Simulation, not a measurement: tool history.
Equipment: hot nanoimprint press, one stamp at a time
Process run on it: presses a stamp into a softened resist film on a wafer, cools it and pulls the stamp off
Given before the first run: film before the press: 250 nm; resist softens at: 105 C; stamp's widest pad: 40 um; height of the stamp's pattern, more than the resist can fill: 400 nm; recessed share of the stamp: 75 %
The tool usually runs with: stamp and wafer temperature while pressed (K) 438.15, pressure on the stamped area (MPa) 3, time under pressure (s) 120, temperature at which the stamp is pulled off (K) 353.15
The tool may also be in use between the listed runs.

| run | hour | stamp and wafer temperature while pressed (K) | pressure on the stamped area (MPa) | time under pressure (s) | temperature at which the stamp is pulled off (K) | resist left under the stamp's widest pad (angstrom) | greatest force while the stamp is pulled off (N) |
|---|---|---|---|---|---|---|---|
| 1 | 0 | 438.15 | 3 | 120 | 353.15 | 999 | 180 |
| 2 | 12.5 | 438.15 | 3 | 120 | 353.15 | 998 | 189 |
| 3 | 35.5 | 438.15 | 3 | 120 | 353.15 | 1000 | 196 |
| 4 | 46.9 | 438.15 | 3 | 120 | 353.15 | 1000 | 192 |
| 5 | 69.6 | 438.15 | 3 | 120 | 353.15 | 1001 | 191 |
| 6 | 85.7 | 438.15 | 3 | 86 | 353.15 | 1129 | 196 |
| 7 | 98.2 | 438.15 | 3 | 120 | 339.15 | 1005 | 272 |
| 8 | 115.3 | 430.15 | 3 | 120 | 339.15 | 1295 | 272 |
| 9 | 127.9 | 438.15 | 3 | 120 | 356.15 | 1003 | 175 |
| 10 | 149.4 | 438.15 | 3 | 120 | 356.15 | 1007 | 181 |
| 11 | 167.9 | 438.15 | 3 | 120 | 356.15 | 1008 | 185 |
| 12 | 191.1 | 438.15 | 3 | 120 | 359.15 | 1009 | 167 |
| 13 | 209.3 | 438.15 | 3 | 65 | 353.15 | 1246 | 207 |
| 14 | 223 | 438.15 | 3 | 65 | 353.15 | 1239 | 206 |
| 15 | 237.2 | 438.15 | 3 | 65 | 353.15 | 1249 | 203 |
| 16 | 255.9 | 438.15 | 1.89 | 65 | 352.15 | 1538 | 204 |
|  | 261.3 | plate thermocouple calibrated |
| 17 | 279.9 | 438.15 | 3 | 163 | 353.15 | 914 | 211 |
| 18 | 307.5 | 431.15 | 3 | 62 | 353.15 | 1560 | 211 |
| 19 | 323.5 | 431.15 | 3 | 233 | 351.15 | 1014 | 220 |
| 20 | 342 | 431.15 | 3 | 233 | 356.15 | 1019 | 194 |
| 21 | 353.8 | 427.15 | 2.88 | 70 | 340.15 | 1707 | 290 |
| 22 | 365.4 | 427.15 | 2.88 | 70 | 340.15 | 1711 | 293 |
| 23 | 390.9 | 438.15 | 3 | 120 | 345.15 | 1027 | 259 |
| 24 | 402.2 | 438.15 | 3 | 120 | 345.15 | 1031 | 262 |
|  | 429.6 | plate thermocouple calibrated, once more |
| 25 | 429.6 | 438.15 | 3.23 | 129 | 345.15 | 936 | 255 |
| 26 | 450.1 | 438.15 | 3.23 | 129 | 345.15 | 933 | 269 |
| 27 | 472.5 | 438.15 | 1.85 | 123 | 360.15 | 1270 | 179 |
| 28 | 490.7 | 426.15 | 2.49 | 195 | 360.15 | 1368 | 181 |
| 29 | 509.9 | 438.15 | 3 | 150 | 346.15 | 932 | 268 |

Predict each of these 3 candidate next runs independently; none follows another, all start after run 29:
| A | 531.9 | 427.15 | 3 | 119 | 346.15 | ? | ? |
| B | 531.9 | 438.15 | 2.97 | 120 | 342.15 | ? | ? |
| C | 531.9 | 431.15 | 3 | 150 | 346.15 | ? | ? |

| run | resist left under the stamp's widest pad (angstrom) | greatest force while the stamp is pulled off (N) |
|---|---|---|
| A | 1426 | 262 |
| B | 1003 | 284 |
| C | 1163 | 266 |
Without the tool's hidden state the same runs would have given:
| run | resist left under the stamp's widest pad (angstrom) | greatest force while the stamp is pulled off (N) |
|---|---|---|
| A | 1401 | 214 |
| B | 984 | 232 |
| C | 1140 | 218 |
